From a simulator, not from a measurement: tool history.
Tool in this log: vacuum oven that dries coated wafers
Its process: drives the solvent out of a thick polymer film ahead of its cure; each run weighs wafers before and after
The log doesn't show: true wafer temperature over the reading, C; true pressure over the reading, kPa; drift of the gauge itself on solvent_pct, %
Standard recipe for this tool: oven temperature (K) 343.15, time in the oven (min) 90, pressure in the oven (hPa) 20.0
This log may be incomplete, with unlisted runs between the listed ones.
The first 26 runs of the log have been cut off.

| run | hour | oven temperature (K) | time in the oven (min) | pressure in the oven (hPa) | hours of work since the thermocouples were calibrated | hours of work since the vacuum gauge was cleaned of residue | solvent left in the film (%) |
|---|---|---|---|---|---|---|---|
| 27 | 1318.4 | 353.15 | 90 | 62.2 | 861 | 1501 | 1.424 |
| 28 | 1384.9 | 353.15 | 129 | 13.5 | 889 | 1529 | 0.349 |
| 29 | 1416.1 | 343.15 | 141 | 20.0 | 902 | 1542 | 0.909 |
| 30 | 1449.4 | 349.15 | 90 | 44.2 | 915 | 1555 | 1.431 |
| 31 | 1518.0 | 349.15 | 90 | 44.2 | 944 | 1584 | 1.429 |
|  | 1538.7 | oven's thermocouples calibrated |
| 32 | 1588.2 | 349.15 | 90 | 44.2 | 21 | 1612 | 1.560 |
| 33 | 1642.1 | 349.15 | 90 | 52.4 | 43 | 1634 | 1.731 |
| 34 | 1692.2 | 349.15 | 90 | 52.4 | 64 | 1655 | 1.721 |
| 35 | 1754.0 | 349.15 | 90 | 52.4 | 89 | 1681 | 1.731 |
| 36 | 1804.1 | 356.15 | 58 | 60.1 | 110 | 1701 | 1.664 |
| 37 | 1866.3 | 353.15 | 111 | 45.1 | 136 | 1727 | 1.052 |
| 38 | 1895.2 | 333.15 | 90 | 20.0 | 148 | 1739 | 3.915 |
| 39 | 1958.2 | 343.15 | 66 | 39.2 | 174 | 1765 | 3.150 |
| 40 | 1989.7 | 356.15 | 158 | 20.0 | 187 | 1778 | 0.423 |
| 41 | 2045.5 | 356.15 | 158 | 20.0 | 210 | 1801 | 0.427 |
| 42 | 2101.3 | 356.15 | 58 | 20.0 | 233 | 1825 | 0.948 |
| 43 | 2138.4 | 356.15 | 58 | 20.0 | 248 | 1840 | 0.952 |
| 44 | 2199.1 | 343.15 | 90 | 10.7 | 274 | 1865 | 1.467 |
| 45 | 2261.0 | 351.15 | 49 | 14.0 | 299 | 1891 | 1.895 |
| 46 | 2325.8 | 340.15 | 61 | 11.2 | 326 | 1918 | 3.350 |

4 ways to go on from here, each from the tool as it stands after run 46. What would each give?
| A | 2371.2 | 348.15 | 90 | 11.6 | 345 | 1936 | ? |
| B | 2371.2 | 343.15 | 90 | 30.9 | 345 | 1936 | ? |
| C | 2371.2 | 340.15 | 106 | 11.2 | 345 | 1936 | ? |
| D | 2371.2 | 343.15 | 90 | 30.8 | 345 | 1936 | ? |

| run | solvent left in the film (%) |
|---|---|
| A | 0.857 |
| B | 2.009 |
| C | 1.546 |
| D | 2.014 |
The same runs, with their run-to-run variation unchanged, on a tool lacking any hidden condition would have given:
| run | solvent left in the film (%) |
|---|---|
| A | 0.834 |
| B | 2.017 |
| C | 1.533 |
| D | 2.023 |

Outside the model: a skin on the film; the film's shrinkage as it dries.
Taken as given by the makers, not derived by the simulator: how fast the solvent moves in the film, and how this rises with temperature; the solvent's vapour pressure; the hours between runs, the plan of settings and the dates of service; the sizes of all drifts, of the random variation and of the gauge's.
